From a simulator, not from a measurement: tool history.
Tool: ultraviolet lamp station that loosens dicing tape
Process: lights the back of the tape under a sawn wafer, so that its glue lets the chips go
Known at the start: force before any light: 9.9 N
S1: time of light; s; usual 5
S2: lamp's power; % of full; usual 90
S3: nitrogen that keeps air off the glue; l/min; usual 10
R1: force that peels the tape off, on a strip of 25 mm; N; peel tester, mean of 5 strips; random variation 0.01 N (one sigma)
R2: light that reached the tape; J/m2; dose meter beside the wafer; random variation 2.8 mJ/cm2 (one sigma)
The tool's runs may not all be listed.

run 1 hour=0.0 | S1=5 S2=90 S3=10 | R1=0.506 R2=3740
run 2 hour=74.7 | S1=5 S2=90 S3=10 | R1=0.540 R2=3600
run 3 hour=137.5 | S1=5 S2=90 S3=10 | R1=0.590 R2=3570
run 4 hour=204.7 | S1=3 S2=90 S3=10 | R1=1.871 R2=2120
run 5 hour=268.0 | S1=3 S2=90 S3=10 | R1=1.914 R2=2060
run 6 hour=312.6 | S1=5 S2=90 S3=8 | R1=0.822 R2=3370
-- hour=319.2 window cleaned of glue's vapour
run 7 hour=358.0 | S1=5 S2=90 S3=8 | R1=0.985 R2=3060
run 8 hour=430.3 | S1=5 S2=90 S3=8 | R1=1.090 R2=2970
-- hour=486.8 window cleaned of glue's vapour, once more
run 9 hour=500.2 | S1=5 S2=100 S3=10 | R1=0.395 R2=4050
run 10 hour=535.0 | S1=5 S2=100 S3=10 | R1=0.437 R2=3930
run 11 hour=598.9 | S1=5 S2=90 S3=10 | R1=0.599 R2=3520
run 12 hour=647.8 | S1=5 S2=90 S3=10 | R1=0.642 R2=3450
run 13 hour=720.1 | S1=5 S2=90 S3=10 | R1=0.676 R2=3360
run 14 hour=782.2 | S1=5 S2=90 S3=10 | R1=0.725 R2=3360
run 15 hour=818.7 | S1=5 S2=90 S3=10 | R1=0.713 R2=3250
run 16 hour=852.5 | S1=3 S2=90 S3=10 | R1=1.994 R2=1940
run 17 hour=891.5 | S1=3 S2=90 S3=10 | R1=2.105 R2=1920
run 18 hour=938.7 | S1=5 S2=90 S3=10 | R1=0.804 R2=3110
-- hour=950.5 window cleaned of glue's vapour
run 19 hour=1014.9 | S1=5 S2=90 S3=10 | R1=0.675 R2=3370
run 20 hour=1077.1 | S1=5 S2=90 S3=10 | R1=0.704 R2=3260
run 21 hour=1145.4 | S1=5 S2=90 S3=5 | R1=1.430 R2=3180
run 22 hour=1188.1 | S1=5 S2=95 S3=10 | R1=0.699 R2=3320
run 23 hour=1241.1 | S1=5 S2=73 S3=10 | R1=1.320 R2=2560
run 24 hour=1313.5 | S1=5 S2=73 S3=10 | R1=1.360 R2=2460
run 25 hour=1364.9 | S1=5 S2=73 S3=10 | R1=1.372 R2=2420
-- hour=1408.3 window cleaned of glue's vapour
run 26 hour=1447.8 | S1=5 S2=64 S3=3 | R1=3.242 R2=2240
run 27 hour=1490.2 | S1=3 S2=90 S3=6 | R1=2.796 R2=1900
run 28 hour=1530.2 | S1=5 S2=97 S3=9 | R1=0.754 R2=3310
run 29 hour=1565.5 | S1=6 S2=63 S3=10 | R1=1.237 R2=2570
run 30 hour=1620.7 | S1=6 S2=82 S3=10 | R1=0.706 R2=3260
run 31 hour=1688.8 | S1=8 S2=90 S3=6 | R1=0.488 R2=4730
run 32 hour=1753.9 | S1=8 S2=80 S3=7 | R1=0.605 R2=4060
run 33 hour=1812.7 | S1=8 S2=80 S3=7 | R1=0.634 R2=3960
run 34 hour=1851.6 | S1=2 S2=80 S3=17 | R1=3.811 R2=970
-- hour=1867.3 window cleaned of glue's vapour
run 35 hour=1934.7 | S1=5 S2=84 S3=3 | R1=2.481 R2=2760
run 36 hour=2012.2 | S1=5 S2=90 S3=4 | R1=2.057 R2=2940
run 37 hour=2085.4 | S1=5 S2=89 S3=8 | R1=1.245 R2=2760
run 38 hour=2158.2 | S1=4 S2=74 S3=14 | R1=1.865 R2=1820
run 39 hour=2236.3 | S1=4 S2=74 S3=14 | R1=1.998 R2=1730
-- hour=2253.6 lamp changed
run 40 hour=2313.1 | S1=4 S2=74 S3=14 | R1=1.177 R2=2320
-- hour=2327.1 window cleaned of glue's vapour
run 41 hour=2397.9 | S1=9 S2=90 S3=4 | R1=0.260 R2=6880
run 42 hour=2459.6 | S1=9 S2=86 S3=4 | R1=0.321 R2=6490
run 43 hour=2495.8 | S1=5 S2=72 S3=10 | R1=0.878 R2=2900
run 44 hour=2549.9 | S1=5 S2=72 S3=10 | R1=0.934 R2=2870

3 ways to go on from here, each from the tool as it stands after run 44. What would each give?
run A hour=2598.9 | S1=7 S2=74 S3=6 | R1=? R2=?
run B hour=2598.9 | S1=5 S2=90 S3=3 | R1=? R2=?
run C hour=2598.9 | S1=4 S2=90 S3=15 | R1=? R2=?

run=A R1=0.681 R2=4090
run=B R1=1.723 R2=3530
run=C R1=0.707 R2=2830
Without the tool's hidden state the same runs would have given:
run=A R1=0.511 R2=4570
run=B R1=1.411 R2=3950
run=C R1=0.532 R2=3170
